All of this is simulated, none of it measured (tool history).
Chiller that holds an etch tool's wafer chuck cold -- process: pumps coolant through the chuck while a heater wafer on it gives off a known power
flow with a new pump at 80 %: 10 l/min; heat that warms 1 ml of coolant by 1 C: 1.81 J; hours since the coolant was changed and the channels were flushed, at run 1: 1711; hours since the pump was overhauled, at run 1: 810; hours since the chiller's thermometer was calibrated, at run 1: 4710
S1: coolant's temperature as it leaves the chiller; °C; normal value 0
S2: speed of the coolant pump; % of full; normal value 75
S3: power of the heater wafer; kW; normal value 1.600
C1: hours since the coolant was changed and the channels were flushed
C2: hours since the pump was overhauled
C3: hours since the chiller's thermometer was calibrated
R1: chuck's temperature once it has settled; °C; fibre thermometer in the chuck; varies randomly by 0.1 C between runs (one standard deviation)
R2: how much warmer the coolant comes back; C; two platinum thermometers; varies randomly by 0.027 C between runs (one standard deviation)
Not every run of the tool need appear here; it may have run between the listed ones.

run 1 day=0.000 | S1=0 S2=75 S3=1.600 | C1=1711 C2=810 C3=4710 | R1=19.9 R2=5.69
run 2 day=6.583 | S1=0 S2=75 S3=1.600 | C1=1869 C2=968 C3=4868 | R1=19.7 R2=5.70
-- day=7.317 chiller's thermometer calibrated
run 3 day=12.929 | S1=0 S2=75 S3=1.600 | C1=2020 C2=1119 C3=135 | R1=19.6 R2=5.70
run 4 day=19.946 | S1=0 S2=75 S3=1.600 | C1=2188 C2=1287 C3=303 | R1=19.7 R2=5.64
run 5 day=25.562 | S1=0 S2=68 S3=1.600 | C1=2323 C2=1422 C3=438 | R1=21.2 R2=6.35
run 6 day=29.383 | S1=0 S2=68 S3=1.600 | C1=2415 C2=1514 C3=530 | R1=21.2 R2=6.28
run 7 day=35.917 | S1=0 S2=75 S3=1.600 | C1=2572 C2=1670 C3=686 | R1=19.7 R2=5.59
run 8 day=39.038 | S1=-8 S2=75 S3=1.600 | C1=2647 C2=1745 C3=761 | R1=11.8 R2=5.63
run 9 day=44.712 | S1=9 S2=75 S3=1.600 | C1=2783 C2=1882 C3=897 | R1=28.7 R2=5.61
run 10 day=51.250 | S1=9 S2=75 S3=1.600 | C1=2940 C2=2039 C3=1054 | R1=28.6 R2=5.60
run 11 day=55.825 | S1=6 S2=75 S3=1.600 | C1=3050 C2=2148 C3=1164 | R1=25.5 R2=5.57
run 12 day=58.846 | S1=6 S2=75 S3=1.600 | C1=3122 C2=2221 C3=1237 | R1=25.6 R2=5.59
run 13 day=61.700 | S1=6 S2=75 S3=1.600 | C1=3191 C2=2289 C3=1305 | R1=25.8 R2=5.58
run 14 day=65.533 | S1=6 S2=75 S3=1.600 | C1=3283 C2=2381 C3=1397 | R1=25.7 R2=5.58
run 15 day=70.875 | S1=0 S2=75 S3=1.600 | C1=3411 C2=2509 C3=1525 | R1=19.7 R2=5.56
run 16 day=73.921 | S1=0 S2=75 S3=1.600 | C1=3484 C2=2583 C3=1598 | R1=19.7 R2=5.55
run 17 day=79.892 | S1=6 S2=91 S3=1.694 | C1=3627 C2=2726 C3=1742 | R1=24.2 R2=4.75
-- day=83.412 gauge calibrated
run 18 day=83.979 | S1=9 S2=65 S3=0.951 | C1=3725 C2=2824 C3=1840 | R1=21.8 R2=3.95
run 19 day=90.408 | S1=6 S2=78 S3=1.687 | C1=3880 C2=2978 C3=1994 | R1=26.2 R2=5.73
run 20 day=95.917 | S1=6 S2=78 S3=1.687 | C1=4012 C2=3110 C3=2126 | R1=26.0 R2=5.71
run 21 day=99.142 | S1=-3 S2=75 S3=1.144 | C1=4089 C2=3188 C3=2204 | R1=11.3 R2=4.06
run 22 day=102.038 | S1=2 S2=92 S3=0.873 | C1=4159 C2=3257 C3=2273 | R1=11.4 R2=2.44
run 23 day=106.396 | S1=-9 S2=75 S3=2.395 | C1=4263 C2=3362 C3=2378 | R1=20.7 R2=8.50
run 24 day=111.408 | S1=2 S2=94 S3=1.603 | C1=4384 C2=3482 C3=2498 | R1=18.7 R2=4.39
run 25 day=115.188 | S1=2 S2=94 S3=1.603 | C1=4474 C2=3573 C3=2589 | R1=19.0 R2=4.42
run 26 day=119.433 | S1=2 S2=94 S3=1.603 | C1=4576 C2=3675 C3=2691 | R1=18.7 R2=4.39
run 27 day=125.771 | S1=-10 S2=66 S3=1.600 | C1=4728 C2=3827 C3=2843 | R1=11.5 R2=6.47
run 28 day=128.617 | S1=-6 S2=70 S3=1.600 | C1=4797 C2=3895 C3=2911 | R1=14.5 R2=6.02
run 29 day=133.267 | S1=-6 S2=70 S3=1.600 | C1=4908 C2=4007 C3=3023 | R1=14.8 R2=6.02
run 30 day=137.679 | S1=-7 S2=63 S3=0.899 | C1=5014 C2=4113 C3=3129 | R1=5.5 R2=3.72
run 31 day=144.167 | S1=7 S2=77 S3=2.086 | C1=5170 C2=4269 C3=3284 | R1=32.1 R2=7.14
run 32 day=149.558 | S1=7 S2=77 S3=2.086 | C1=5299 C2=4398 C3=3414 | R1=32.2 R2=7.09

For some of the steps in R2 from one run to the next: how much would appear even if the tool had no hidden state, given the settings, what came in and random variation, and how much remains for the hidden state plus any gauge scatter that the measured result and the result without hidden state don't share?
Unlogged tool condition in this case: heat passed by the chuck's channels, % of clean ones'; flow at a given pump speed, % of a new pump's; coolant's true temperature over the reading, C; drift of the gauge itself on chuck_c, C; drift of the gauge itself on warmer_back_c, C.
Run 1 -> 2: settings left as they were, no log entry in between. R2 +0.01 C: hidden state -0.02, all else +0.03.
Run 3 -> 4: settings left as they were, no log entry in between. R2 -0.06 C: hidden state -0.03, all else -0.03.
Run 17 -> 18: S1 6 -> 9, S2 91 -> 65, S3 1.694 -> 0.951, gauge calibrated. R2 -0.80 C: hidden state +0.18, all else -0.98.
Run 22 -> 23: S1 2 -> -9, S2 92 -> 75, S3 0.873 -> 2.395. R2 +6.06 C: hidden state -0.01, all else +6.07.
Run 23 -> 24: S1 -9 -> 2, S2 75 -> 94, S3 2.395 -> 1.603. R2 -4.11 C: hidden state -0.02, all else -4.09.
Run 30 -> 31: S1 -7 -> 7, S2 63 -> 77, S3 0.899 -> 2.086. R2 +3.42 C: hidden state -0.02, all else +3.44.

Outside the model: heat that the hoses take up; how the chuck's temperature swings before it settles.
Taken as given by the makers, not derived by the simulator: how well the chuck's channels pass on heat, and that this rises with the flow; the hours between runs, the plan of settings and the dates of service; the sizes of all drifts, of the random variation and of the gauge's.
